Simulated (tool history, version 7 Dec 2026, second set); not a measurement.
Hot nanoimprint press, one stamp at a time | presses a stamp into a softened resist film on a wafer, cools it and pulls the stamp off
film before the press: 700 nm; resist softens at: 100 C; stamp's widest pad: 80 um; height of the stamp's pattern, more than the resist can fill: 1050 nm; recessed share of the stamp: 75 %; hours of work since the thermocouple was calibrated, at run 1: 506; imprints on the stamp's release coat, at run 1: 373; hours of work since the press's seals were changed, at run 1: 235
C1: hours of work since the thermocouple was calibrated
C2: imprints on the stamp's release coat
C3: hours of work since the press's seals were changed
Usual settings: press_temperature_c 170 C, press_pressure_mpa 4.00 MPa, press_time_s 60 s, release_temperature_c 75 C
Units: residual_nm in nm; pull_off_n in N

run 1 hour=0.0 | press_temperature_c=170 press_pressure_mpa=4.00 press_time_s=60 release_temperature_c=75 | C1=506 C2=373 C3=235 | residual_nm=295.6 pull_off_n=162
-- hour=16.3 plate thermocouple calibrated
run 2 hour=39.4 | press_temperature_c=178 press_pressure_mpa=4.00 press_time_s=60 release_temperature_c=75 | C1=18 C2=566 C3=264 | residual_nm=223.1 pull_off_n=161
-- hour=97.0 stamp cleaned and given a new release coat
run 3 hour=106.0 | press_temperature_c=178 press_pressure_mpa=4.00 press_time_s=60 release_temperature_c=75 | C1=65 C2=48 C3=311 | residual_nm=225.6 pull_off_n=161
run 4 hour=176.3 | press_temperature_c=178 press_pressure_mpa=4.00 press_time_s=60 release_temperature_c=75 | C1=120 C2=419 C3=366 | residual_nm=224.7 pull_off_n=163
run 5 hour=209.7 | press_temperature_c=181 press_pressure_mpa=4.00 press_time_s=60 release_temperature_c=75 | C1=147 C2=596 C3=392 | residual_nm=204.6 pull_off_n=163
run 6 hour=243.3 | press_temperature_c=170 press_pressure_mpa=4.00 press_time_s=89 release_temperature_c=75 | C1=173 C2=774 C3=418 | residual_nm=254.3 pull_off_n=162
-- hour=256.6 stamp cleaned and given a new release coat
run 7 hour=312.3 | press_temperature_c=170 press_pressure_mpa=4.00 press_time_s=60 release_temperature_c=75 | C1=222 C2=294 C3=468 | residual_nm=296.1 pull_off_n=160
run 8 hour=359.9 | press_temperature_c=170 press_pressure_mpa=4.00 press_time_s=60 release_temperature_c=75 | C1=259 C2=546 C3=505 | residual_nm=296.0 pull_off_n=163
-- hour=418.3 stamp cleaned and given a new release coat
run 9 hour=422.1 | press_temperature_c=170 press_pressure_mpa=4.00 press_time_s=60 release_temperature_c=75 | C1=303 C2=20 C3=549 | residual_nm=297.5 pull_off_n=164
run 10 hour=488.8 | press_temperature_c=170 press_pressure_mpa=4.00 press_time_s=60 release_temperature_c=75 | C1=355 C2=373 C3=601 | residual_nm=297.0 pull_off_n=163
run 11 hour=551.6 | press_temperature_c=170 press_pressure_mpa=4.00 press_time_s=60 release_temperature_c=75 | C1=404 C2=705 C3=650 | residual_nm=296.9 pull_off_n=165
-- hour=581.5 stamp cleaned and given a new release coat
run 12 hour=619.2 | press_temperature_c=170 press_pressure_mpa=4.00 press_time_s=60 release_temperature_c=75 | C1=453 C2=199 C3=698 | residual_nm=294.6 pull_off_n=162
run 13 hour=662.7 | press_temperature_c=170 press_pressure_mpa=4.00 press_time_s=60 release_temperature_c=75 | C1=487 C2=430 C3=732 | residual_nm=296.7 pull_off_n=162
-- hour=703.4 plate thermocouple calibrated
-- hour=747.3 stamp cleaned and given a new release coat
run 14 hour=747.8 | press_temperature_c=170 press_pressure_mpa=4.00 press_time_s=60 release_temperature_c=75 | C1=30 C2=3 C3=792 | residual_nm=294.7 pull_off_n=162
run 15 hour=779.8 | press_temperature_c=178 press_pressure_mpa=4.00 press_time_s=60 release_temperature_c=79 | C1=55 C2=172 C3=817 | residual_nm=226.1 pull_off_n=158
run 16 hour=855.2 | press_temperature_c=160 press_pressure_mpa=5.07 press_time_s=60 release_temperature_c=76 | C1=114 C2=571 C3=876 | residual_nm=383.2 pull_off_n=164
run 17 hour=894.0 | press_temperature_c=160 press_pressure_mpa=5.07 press_time_s=60 release_temperature_c=76 | C1=144 C2=776 C3=906 | residual_nm=380.5 pull_off_n=159
-- hour=911.7 stamp cleaned and given a new release coat
-- hour=926.8 press's hydraulic seals changed and the load cell set to zero
run 18 hour=948.6 | press_temperature_c=165 press_pressure_mpa=2.62 press_time_s=88 release_temperature_c=76 | C1=176 C2=153 C3=17 | residual_nm=377.0 pull_off_n=160
run 19 hour=992.3 | press_temperature_c=165 press_pressure_mpa=2.62 press_time_s=88 release_temperature_c=76 | C1=210 C2=384 C3=51 | residual_nm=380.1 pull_off_n=160
run 20 hour=1052.8 | press_temperature_c=165 press_pressure_mpa=4.72 press_time_s=88 release_temperature_c=64 | C1=258 C2=704 C3=99 | residual_nm=282.4 pull_off_n=177
-- hour=1083.0 stamp cleaned and given a new release coat
run 21 hour=1122.0 | press_temperature_c=170 press_pressure_mpa=4.00 press_time_s=89 release_temperature_c=75 | C1=307 C2=206 C3=148 | residual_nm=254.5 pull_off_n=158
run 22 hour=1189.4 | press_temperature_c=170 press_pressure_mpa=4.00 press_time_s=89 release_temperature_c=75 | C1=360 C2=562 C3=201 | residual_nm=257.8 pull_off_n=163
-- hour=1246.0 stamp cleaned and given a new release coat
run 23 hour=1272.6 | press_temperature_c=170 press_pressure_mpa=4.00 press_time_s=89 release_temperature_c=75 | C1=420 C2=140 C3=261 | residual_nm=256.9 pull_off_n=161
run 24 hour=1330.8 | press_temperature_c=170 press_pressure_mpa=4.87 press_time_s=60 release_temperature_c=66 | C1=465 C2=448 C3=306 | residual_nm=269.3 pull_off_n=170
run 25 hour=1384.1 | press_temperature_c=172 press_pressure_mpa=5.04 press_time_s=54 release_temperature_c=74 | C1=507 C2=730 C3=348 | residual_nm=255.6 pull_off_n=165

Run 26 comes next. What will it give?
-- hour=1398.3 plate thermocouple calibrated
-- hour=1411.9 stamp cleaned and given a new release coat
run 26 hour=1432.1 | press_temperature_c=172 press_pressure_mpa=5.04 press_time_s=54 release_temperature_c=74 | C1=22 C2=107 C3=379 | residual_nm=? pull_off_n=?

Run 26 gave residual_nm 254.1 nm, pull_off_n 163 N.
Without the tool's hidden state the same run would have given residual_nm 254.0 nm, pull_off_n 163 N.
